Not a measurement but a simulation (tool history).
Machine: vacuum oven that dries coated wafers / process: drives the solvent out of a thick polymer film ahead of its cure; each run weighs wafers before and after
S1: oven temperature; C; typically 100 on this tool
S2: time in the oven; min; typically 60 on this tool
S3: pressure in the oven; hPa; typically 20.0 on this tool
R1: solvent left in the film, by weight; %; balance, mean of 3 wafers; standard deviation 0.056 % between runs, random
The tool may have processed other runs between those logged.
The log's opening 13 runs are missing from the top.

run     day   S1  S2    S3     R1
 14   9.446  100  60  29.9   4.00
 15  10.592  100  60  29.9   4.13
 16  11.542  100  60  29.9   4.16
 17  12.300  100  60  29.9   4.19
 18  13.046   95  60  29.9   5.50
 19  14.046  100  60  20.0   3.38
 20  14.950   85  49  11.7   6.99
 21  15.975   87  38  44.7   9.77
 22  17.088  100  45  11.1   3.32
 23  18.229  112  40  11.1   1.34
 24  19.196   90  60  65.4  10.01
 25  19.900  100  60  11.0   2.51
 26  20.917  100  60  11.0   2.51
 27  22.025  100  60  11.0   2.54
 28  22.650  100  60  11.0   2.60
 29  23.804   99  99  18.8   2.46
 30  24.558  107  34  20.0   3.03
 31  25.096  107  34  20.0   3.06
 32  25.800   99  93  20.0   2.67
 33  26.275   99  93  20.0   2.67
 34  26.850   99  93  20.0   2.69
 35  27.896  101  51  18.5   3.31
 36  28.621  108  46  20.0   2.24
 37  29.454  108  46  20.0   2.17

Alternative continuations, all from the tool just after run 37; predict every row:
  A  29.929  108  40  14.2   ?
  B  29.929   94  60  20.0   ?
  C  29.929  110  60  20.6   ?

run    R1
  A  2.13
  B  4.73
  C  1.70
With no hidden state in the tool, these same runs would have given:
run    R1
  A  2.10
  B  4.71
  C  1.60
